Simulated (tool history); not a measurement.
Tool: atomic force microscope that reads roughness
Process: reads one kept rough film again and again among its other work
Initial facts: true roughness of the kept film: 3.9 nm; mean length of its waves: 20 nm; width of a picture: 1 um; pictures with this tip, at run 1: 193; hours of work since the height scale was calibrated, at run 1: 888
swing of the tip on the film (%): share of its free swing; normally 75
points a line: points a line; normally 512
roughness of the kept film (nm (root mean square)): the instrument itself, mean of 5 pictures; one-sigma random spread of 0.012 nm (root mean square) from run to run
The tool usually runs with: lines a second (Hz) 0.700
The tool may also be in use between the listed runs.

run	hour	lines a second (Hz)	swing of the tip on the film (%)	points a line	pictures with this tip	hours of work since the height scale was calibrated	roughness of the kept film (nm (root mean square))
1	0.0	0.700	75	512	193	888	2.707
# hour 8.8: new tip fitted
2	46.6	0.700	75	777	73	917	2.722
3	82.4	0.700	75	512	142	939	2.691
# hour 118.0: new tip fitted
4	134.6	0.700	75	512	32	971	2.697
5	173.1	0.700	75	512	106	995	2.705
# hour 225.7: new tip fitted
6	229.5	0.700	70	512	8	1030	2.740
7	283.3	0.700	70	512	112	1063	2.714
8	308.8	0.700	70	512	161	1079	2.716
9	331.8	0.700	74	512	205	1093	2.683
# hour 336.5: new tip fitted
10	378.2	0.700	74	512	81	1122	2.704
11	402.6	0.700	75	512	128	1137	2.698
# hour 443.6: new tip fitted
12	449.8	3.316	75	512	12	1166	2.454
# hour 458.4: height scale calibrated on a step standard
13	497.2	3.316	75	512	101	24	2.431
14	550.1	3.316	75	512	203	57	2.414
# hour 553.3: new tip fitted
15	595.3	3.316	75	348	81	85	2.430
16	645.9	3.316	75	348	179	116	2.403
# hour 660.5: new tip fitted
17	671.0	2.335	75	348	20	131	2.514
18	704.0	0.700	75	317	84	152	2.670
19	739.1	0.700	75	512	152	173	2.690
# hour 768.7: new tip fitted
20	796.1	1.673	75	512	53	208	2.591
21	840.9	1.673	75	512	139	236	2.582
# hour 878.7: new tip fitted
22	897.0	0.700	75	512	35	271	2.681
23	942.3	0.700	66	512	123	299	2.728
# hour 987.5: new tip fitted
24	995.9	0.700	66	512	16	332	2.720
25	1053.1	0.700	66	512	126	367	2.739
# hour 1098.8: new tip fitted
26	1100.2	0.700	66	797	3	396	2.754
27	1146.8	0.700	85	376	93	425	2.608
28	1203.0	0.700	85	376	201	460	2.623
# hour 1206.3: new tip fitted
29	1253.9	0.700	85	376	91	491	2.633
30	1290.4	3.446	62	752	162	514	2.608
# hour 1313.8: new tip fitted
31	1316.6	3.952	70	512	5	530	2.474
32	1369.5	3.952	70	512	107	562	2.462
33	1403.7	3.952	70	512	173	584	2.453
# hour 1425.7: new tip fitted
34	1452.1	3.952	70	512	50	613	2.460
35	1500.2	1.549	70	989	143	643	2.672
# hour 1535.0: new tip fitted
36	1538.5	1.751	75	424	7	667	2.572
37	1587.8	1.751	75	424	102	697	2.564
38	1620.0	1.751	75	424	164	717	2.563
# hour 1643.3: new tip fitted
39	1675.1	1.736	75	351	62	751	2.565
40	1731.8	0.676	76	656	171	786	2.720
# hour 1753.9: new tip fitted
41	1772.7	0.676	76	656	36	811	2.729
42	1811.2	2.308	76	292	110	835	2.466
# hour 1863.3: new tip fitted
43	1866.3	2.308	76	292	5	869	2.505
44	1889.6	0.861	75	363	50	883	2.643
45	1931.1	3.891	64	774	130	909	2.575
# hour 1972.1: new tip fitted
46	1986.0	0.505	84	892	27	943	2.711
47	2026.9	0.561	81	283	106	968	2.650
48	2053.9	0.700	89	548	158	985	2.628
# hour 2081.0: new tip fitted
49	2091.1	0.598	89	859	20	1008	2.680
50	2140.9	2.210	60	450	116	1039	2.675
51	2164.9	0.700	61	314	162	1053	2.710

4 ways to go on from here, each from the tool as it stands after run 51. What would each give?
# hour 2190.4: new tip fitted
A	2205.0	1.565	70	314	28	1078	?
# hour 2190.4: new tip fitted
B	2205.0	1.050	85	512	28	1078	?
# hour 2190.4: new tip fitted
C	2205.0	3.431	68	314	28	1078	?
# hour 2190.4: new tip fitted
D	2205.0	1.173	75	512	28	1078	?

run	roughness of the kept film (nm (root mean square))
A	2.599
B	2.582
C	2.501
D	2.653
Stripped of hidden state, with their random variation kept, the same runs would have yielded:
run	roughness of the kept film (nm (root mean square))
A	2.601
B	2.584
C	2.503
D	2.655

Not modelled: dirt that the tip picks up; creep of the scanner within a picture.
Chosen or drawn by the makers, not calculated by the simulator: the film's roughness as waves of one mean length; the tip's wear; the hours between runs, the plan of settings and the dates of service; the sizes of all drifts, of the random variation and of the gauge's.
